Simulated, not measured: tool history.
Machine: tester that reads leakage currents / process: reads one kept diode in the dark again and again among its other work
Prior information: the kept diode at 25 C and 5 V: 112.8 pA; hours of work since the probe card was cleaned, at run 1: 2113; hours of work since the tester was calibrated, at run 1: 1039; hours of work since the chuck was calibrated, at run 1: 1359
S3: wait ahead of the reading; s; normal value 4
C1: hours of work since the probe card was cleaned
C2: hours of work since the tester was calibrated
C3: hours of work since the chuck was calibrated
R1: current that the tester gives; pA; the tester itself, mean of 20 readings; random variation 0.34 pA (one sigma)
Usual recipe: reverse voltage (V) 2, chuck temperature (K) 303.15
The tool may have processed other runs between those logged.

Run 1, hour 0: usual settings; C1 2113; C2 1039; C3 1359. Result: R1 97.83 pA.
Run 2, hour 47.7: usual settings; C1 2149; C2 1075; C3 1395. Result: R1 97.06 pA.
Run 3, hour 94: usual settings; C1 2184; C2 1110; C3 1430. Result: R1 96.21 pA.
Run 4, hour 120.5: usual settings; C1 2204; C2 1130; C3 1450. Result: R1 96.91 pA.
At hour 136: chuck's temperature calibrated.
Run 5, hour 164.5: usual settings; C1 2235; C2 1162; C3 21. Result: R1 113.01 pA.
At hour 184: probe card cleaned and baked.
Run 6, hour 209.8: usual settings; C1 19; C2 1194; C3 53. Result: R1 108.32 pA.
Run 7, hour 235: usual settings; C1 38; C2 1212; C3 72. Result: R1 108.48 pA.
Run 8, hour 273.2: usual settings but reverse voltage (V) 9.96; C1 67; C2 1241; C3 101. Result: R1 232.24 pA.
Run 9, hour 312.2: usual settings but reverse voltage (V) 9.96; C1 96; C2 1271; C3 130. Result: R1 232.13 pA.
Run 10, hour 349.1: usual settings but reverse voltage (V) 9.96; C1 124; C2 1298; C3 158. Result: R1 232.38 pA.
Run 11, hour 383.2: usual settings but reverse voltage (V) 9.96; C1 150; C2 1324; C3 184. Result: R1 231.31 pA.
Run 12, hour 417.5: usual settings; C1 176; C2 1350; C3 209. Result: R1 107.2 pA.
Run 13, hour 444.3: usual settings; C1 196; C2 1370; C3 230. Result: R1 107.55 pA.
Run 14, hour 490.9: usual settings but chuck temperature (K) 294.15, S3 1.91 s; C1 231; C2 1405; C3 265. Result: R1 50.05 pA.
Run 15, hour 531.9: usual settings but chuck temperature (K) 294.15, S3 1.91 s; C1 262; C2 1436; C3 296. Result: R1 50.03 pA.
Run 16, hour 582.6: usual settings but reverse voltage (V) 7.2; C1 300; C2 1474; C3 334. Result: R1 197.21 pA.
Run 17, hour 634.4: usual settings but S3 7.93 s; C1 339; C2 1513; C3 373. Result: R1 105.13 pA.
Run 18, hour 669.4: usual settings but chuck temperature (K) 308.15, S3 1.15 s; C1 365; C2 1539; C3 399. Result: R1 158.05 pA.
Run 19, hour 705.9: usual settings but chuck temperature (K) 293.15; C1 393; C2 1567; C3 426. Result: R1 45.13 pA.
Run 20, hour 754.9: usual settings but chuck temperature (K) 302.15; C1 429; C2 1603; C3 463. Result: R1 96.52 pA.
Run 21, hour 790.5: usual settings but reverse voltage (V) 2.64, S3 1.24 s; C1 456; C2 1630; C3 490. Result: R1 119.8 pA.
Run 22, hour 841.2: usual settings but reverse voltage (V) 1.82, chuck temperature (K) 314.15, S3 1.18 s; C1 494; C2 1668; C3 528. Result: R1 235.65 pA.
Run 23, hour 876.8: usual settings but reverse voltage (V) 1.82, chuck temperature (K) 309.15, S3 1.18 s; C1 521; C2 1695; C3 555. Result: R1 160.97 pA.

Difference, measured minus no-hidden-state, one row per run. Run-to-run variation is common to both terms; the gauge's own scatter need not be:
Hidden conditions of the tool in this case: stray current of the dirty probe card, pA a volt; current scale over the true one, %; true chuck temperature over the reading, C; drift of the gauge itself on leakage_pa, %.
run      R1
  1  -13.74
  2  -13.92
  3  -14.15
  4  -14.45
  5   +1.51
  6   -2.34
  7   -2.52
  8   -5.58
  9   -6.05
 10   -6.57
 11   -6.91
 12   -3.87
 13   -4.09
 14   -1.97
 15   -2.11
 16   -8.48
 17   -5.44
 18   -8.64
 19   -2.33
 20   -5.85
 21   -7.41
 22  -15.97
 23   -11.4
